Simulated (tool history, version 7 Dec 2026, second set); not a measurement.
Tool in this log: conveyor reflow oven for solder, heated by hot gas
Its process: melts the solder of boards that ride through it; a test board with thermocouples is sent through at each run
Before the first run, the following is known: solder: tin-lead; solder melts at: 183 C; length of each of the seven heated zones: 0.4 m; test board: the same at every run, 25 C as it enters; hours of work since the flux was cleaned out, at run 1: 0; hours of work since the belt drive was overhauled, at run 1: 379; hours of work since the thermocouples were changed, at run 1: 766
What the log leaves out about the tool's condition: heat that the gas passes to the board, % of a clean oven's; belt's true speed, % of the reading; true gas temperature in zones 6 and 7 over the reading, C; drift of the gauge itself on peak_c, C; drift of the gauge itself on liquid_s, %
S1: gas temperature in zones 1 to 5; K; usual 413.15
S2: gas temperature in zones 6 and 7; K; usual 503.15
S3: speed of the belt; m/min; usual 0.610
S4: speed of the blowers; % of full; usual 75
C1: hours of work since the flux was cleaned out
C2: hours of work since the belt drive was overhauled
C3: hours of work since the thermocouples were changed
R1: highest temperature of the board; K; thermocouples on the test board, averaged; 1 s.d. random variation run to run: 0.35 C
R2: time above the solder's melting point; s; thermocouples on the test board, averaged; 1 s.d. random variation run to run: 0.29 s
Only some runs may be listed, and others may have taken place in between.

run    hour      S1      S2     S3  S4   C1    C2    C3      R1    R2
  1     0.0  413.15  503.15  0.610  75    0   379   766  489.05  58.7
  2    69.7  413.15  503.15  0.610  75   42   420   808  488.55  58.6
  3   119.3  413.15  503.15  0.610  75   71   450   838  488.55  58.8
  4   147.3  413.15  503.15  0.610  75   88   467   854  488.85  59.0
  5   214.4  413.15  503.15  0.610  75  128   507   895  488.25  59.0
  6   274.9  413.15  503.15  0.610  75  164   543   931  488.75  58.7
  7   312.7  413.15  503.15  0.610  75  187   566   953  487.95  58.8
      327.0  -- flux residue cleaned out of gas plates and filters
  8   357.1  403.15  503.15  0.610  75   18   589   977  486.85  52.9
  9   409.5  403.15  503.15  0.610  75   49   621  1008  486.95  53.8
 10   443.1  403.15  503.15  0.610  75   69   641  1028  486.95  53.8
 11   505.7  403.15  503.15  0.610  75  107   678  1066  487.75  53.6
 12   569.0  403.15  503.15  0.610  75  145   716  1104  487.25  53.4
 13   614.5  403.15  503.15  0.581  75  172   743  1131  488.65  58.3
      655.1  -- flux residue cleaned out of gas plates and filters
 14   678.7  415.15  503.15  0.581  75   14   779  1166  490.35  64.4
 15   710.3  401.15  503.15  0.610  75   33   798  1185  486.15  52.5
 16   738.8  401.15  503.15  0.611  75   50   815  1202  486.35  53.2
 17   792.6  415.15  503.15  0.682  60   82   847  1234  481.35  45.3
 18   857.8  423.15  510.15  0.682  60  121   886  1273  489.85  55.0
 19   924.9  405.15  508.15  0.682  51  161   926  1313  479.25  39.3
 20   969.0  405.15  508.15  0.682  51  188   952  1340  479.35  39.7
      980.4  -- flux residue cleaned out of gas plates and filters
 21  1012.6  412.15  500.15  0.682  70   19   975  1363  481.05  44.3
 22  1044.6  413.15  503.15  0.610  77   38   994  1382  488.85  59.1
     1110.2  -- thermocouples of zones 6 and 7 changed
 23  1110.2  401.15  500.15  0.552  75   76  1032     0  487.35  59.9
 24  1147.5  413.15  503.15  0.711  51   99  1055    22  476.05  35.9
 25  1204.7  425.15  495.15  0.677  83  133  1089    57  482.35  52.7
 26  1270.2  425.15  495.15  0.677  83  172  1128    96  482.65  52.8
     1309.2  -- flux residue cleaned out of gas plates and filters
 27  1316.7  413.15  503.15  0.610  75    4  1153   120  488.65  58.7
 28  1384.0  413.15  503.15  0.610  75   45  1193   161  488.55  59.1
 29  1433.3  418.15  509.15  0.617  75   74  1223   190  494.45  64.0
 30  1482.3  418.15  509.15  0.617  75  104  1252   220  494.55  63.8

Describe how what the log doesn't record of the tool's condition differs between the last listed run preceding each entry between runs and the first listed run following it.
Logged between run 7 and run 8: flux residue cleaned out of gas plates and filters (hour 327.0)
  heat that the gas passes to the board, % of a clean oven's: 99.8 -> 100; belt's true speed, % of the reading: 99.94 -> 99.93
Logged between run 13 and run 14: flux residue cleaned out of gas plates and filters (hour 655.1)
  heat that the gas passes to the board, % of a clean oven's: 99.9 -> 100; true gas temperature in zones 6 and 7 over the reading, C: -0.16 -> -0.17
Logged between run 20 and run 21: flux residue cleaned out of gas plates and filters (hour 980.4)
  heat that the gas passes to the board, % of a clean oven's: 99.9 -> 100
Logged between run 22 and run 23: thermocouples of zones 6 and 7 changed (hour 1110.2)
  heat that the gas passes to the board, % of a clean oven's: 100 -> 99.9; true gas temperature in zones 6 and 7 over the reading, C: -0.2 -> 0.02
Logged between run 26 and run 27: flux residue cleaned out of gas plates and filters (hour 1309.2)
  heat that the gas passes to the board, % of a clean oven's: 99.9 -> 100

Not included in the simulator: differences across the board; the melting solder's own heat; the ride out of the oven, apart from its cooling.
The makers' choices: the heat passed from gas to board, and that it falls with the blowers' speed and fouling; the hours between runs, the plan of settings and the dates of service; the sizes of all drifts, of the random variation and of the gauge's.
